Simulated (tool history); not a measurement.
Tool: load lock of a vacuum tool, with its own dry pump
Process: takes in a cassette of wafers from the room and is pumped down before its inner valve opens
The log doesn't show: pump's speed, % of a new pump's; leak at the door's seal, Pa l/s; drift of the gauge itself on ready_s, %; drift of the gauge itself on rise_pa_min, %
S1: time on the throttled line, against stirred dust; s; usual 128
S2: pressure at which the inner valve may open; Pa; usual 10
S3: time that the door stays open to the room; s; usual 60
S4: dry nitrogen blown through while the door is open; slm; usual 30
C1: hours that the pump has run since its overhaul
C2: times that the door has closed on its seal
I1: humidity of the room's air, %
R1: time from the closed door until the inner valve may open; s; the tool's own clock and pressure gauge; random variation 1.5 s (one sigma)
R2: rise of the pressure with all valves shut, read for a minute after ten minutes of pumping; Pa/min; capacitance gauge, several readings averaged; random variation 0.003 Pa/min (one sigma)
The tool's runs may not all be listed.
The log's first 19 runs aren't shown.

run,hour,S1,S2,S3,S4,C1,C2,I1,R1,R2
20,7658.8,128,8,31,30,9921,5297,44.1,261.9,0.028
21,8031.7,128,8,66,13,10293,6857,43.5,267.8,0.051
22,8480.8,188,10,64,30,10743,8737,46.9,296.9,0.060
23,8754.4,188,10,64,30,11016,9882,40.8,303.4,0.070
24,9149.7,98,14,30,30,11411,11536,49.1,238.6,0.078
25,9625.8,203,8,60,30,11888,13528,47.3,317.2,0.100
26,9962.5,211,9,71,30,12224,14937,45.9,319.9,0.112
27,10502.0,211,9,71,30,12764,17195,42.9,322.5,0.139
28,10782.7,129,13,182,7,13044,18369,45.9,264.0,0.195
29,11190.1,129,13,182,7,13452,20074,44.8,263.1,0.209
30,11669.5,72,8,149,13,13931,22081,44.7,242.3,0.228
31,11929.2,147,10,206,13,14191,23167,48.5,284.9,0.259
32,12329.4,87,10,59,30,14591,24842,44.2,248.3,0.244

Forecast run 33:
# hour 12490.2: door's seal changed, seat wiped
33,12609.9,199,10,59,30,14870,501,44.0,?,?

{"run 33": {"R1": 315.2, "R2": 0.015}}
Without the tool's hidden state the same run would have given R1 285.0 s, R2 0.013 Pa/min.
